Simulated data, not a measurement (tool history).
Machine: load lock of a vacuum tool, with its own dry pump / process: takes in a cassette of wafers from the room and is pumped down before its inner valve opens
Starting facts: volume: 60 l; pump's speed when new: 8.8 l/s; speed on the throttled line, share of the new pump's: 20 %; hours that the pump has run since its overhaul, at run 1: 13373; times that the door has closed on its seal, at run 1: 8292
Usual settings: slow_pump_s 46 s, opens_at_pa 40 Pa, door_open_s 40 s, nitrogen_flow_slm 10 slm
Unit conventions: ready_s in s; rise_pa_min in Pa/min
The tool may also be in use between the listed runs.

run	day	slow_pump_s	opens_at_pa	door_open_s	nitrogen_flow_slm	hours that the pump has run since its overhaul	times that the door has closed on its seal	incoming humidity of the room's air, %	ready_s	rise_pa_min
1	0	46	40	40	10	13373	8292	43.7	96.2	0.079
2	3.738	46	40	29	10	13463	8412	47.3	95.8	0.068
3	7.604	46	40	29	10	13556	8535	42	95.8	0.074
4	14.054	46	40	29	10	13711	8741	49.7	97.4	0.086
5	17.996	46	40	29	10	13805	8867	47.1	96.8	0.079
6	23.142	46	40	29	10	13929	9031	47	97.1	0.081
7	30.104	46	40	29	10	14096	9253	44.1	97.3	0.08
8	33.558	46	40	29	10	14179	9364	47.6	96.3	0.085
9	36.933	46	40	29	10	14260	9471	44.9	96.2	0.087
10	42.65	46	65	40	10	14397	9654	42.8	92.4	0.092
11	49.704	46	40	47	10	14566	9879	46.2	96.2	0.093
12	52.871	46	40	40	10	14642	9980	40.4	97.5	0.08
13	57.383	46	40	40	10	14751	10124	45	96.7	0.096
14	61.417	46	40	40	10	14847	10253	47	96.5	0.096
15	64.838	46	40	40	10	14929	10362	47.2	97.9	0.102
16	68.062	46	40	40	10	15007	10465	47.3	97.7	0.099
17	71.933	46	40	40	10	15100	10589	45.9	95.7	0.101
18	78.679	46	40	40	10	15262	10804	43.9	96.6	0.096
19	84.554	46	40	40	10	15403	10992	43.7	96.9	0.105
20	88.288	28	40	160	7	15492	11111	44.6	83.4	0.13
21	92.258	65	43	106	26	15588	11238	44.1	112.5	0.105
22	96.758	46	51	100	10	15696	11381	43.7	95.5	0.118
23	103.029	46	51	100	10	15846	11582	44.8	95.9	0.119
24	108.329	46	40	46	22	15973	11751	43.9	97.1	0.105
25	115.679	46	40	46	22	16150	11986	43.4	98.7	0.109
26	121.196	46	40	46	22	16282	12162	44.6	97.7	0.112
27	125.492	46	40	46	22	16385	12299	46.7	97.6	0.11
28	130.004	46	40	46	10	16493	12443	41	99.3	0.12
29	137.192	46	40	46	10	16666	12672	45.7	98.9	0.124
30	143.408	54	40	61	32	16815	12871	43.2	104.1	0.108
31	147.646	46	40	36	26	16917	13006	41.5	99.2	0.125
32	150.875	46	69	40	5	16994	13109	45.4	93.5	0.141
33	154.871	46	69	40	5	17090	13237	45.5	94	0.14
34	158.179	56	79	46	9	17170	13343	44.8	100.1	0.138
35	164.975	46	48	56	10	17333	13560	43.9	97.5	0.141
36	169.783	50	48	56	7	17448	13713	42.4	99.5	0.137

Measured result minus the same run's result without the hidden state. Both carry the same run-to-run variation, though not necessarily the same gauge scatter:
Hidden conditions of the tool in this case: pump's speed, % of a new pump's; leak at the door's seal, Pa l/s; drift of the gauge itself on ready_s, %; drift of the gauge itself on rise_pa_min, %.
run	ready_s	rise_pa_min
1	+5.8	+0.057
2	+5.8	+0.059
3	+5.9	+0.06
4	+6	+0.06
5	+6.1	+0.062
6	+6.1	+0.063
7	+6.3	+0.066
8	+6.3	+0.067
9	+6.2	+0.069
10	+5.9	+0.07
11	+6.5	+0.073
12	+6.6	+0.073
13	+6.6	+0.076
14	+6.6	+0.076
15	+6.7	+0.079
16	+6.7	+0.08
17	+6.7	+0.081
18	+6.8	+0.083
19	+6.9	+0.086
20	+7.5	+0.088
21	+6.4	+0.088
22	+6.9	+0.091
23	+6.9	+0.093
24	+7.3	+0.094
25	+7.4	+0.095
26	+7.5	+0.099
27	+7.5	+0.1
28	+7.7	+0.103
29	+7.8	+0.106
30	+7.7	+0.105
31	+7.9	+0.11
32	+7.2	+0.113
33	+7.3	+0.113
34	+6.8	+0.115
35	+8	+0.116
36	+7.8	+0.119
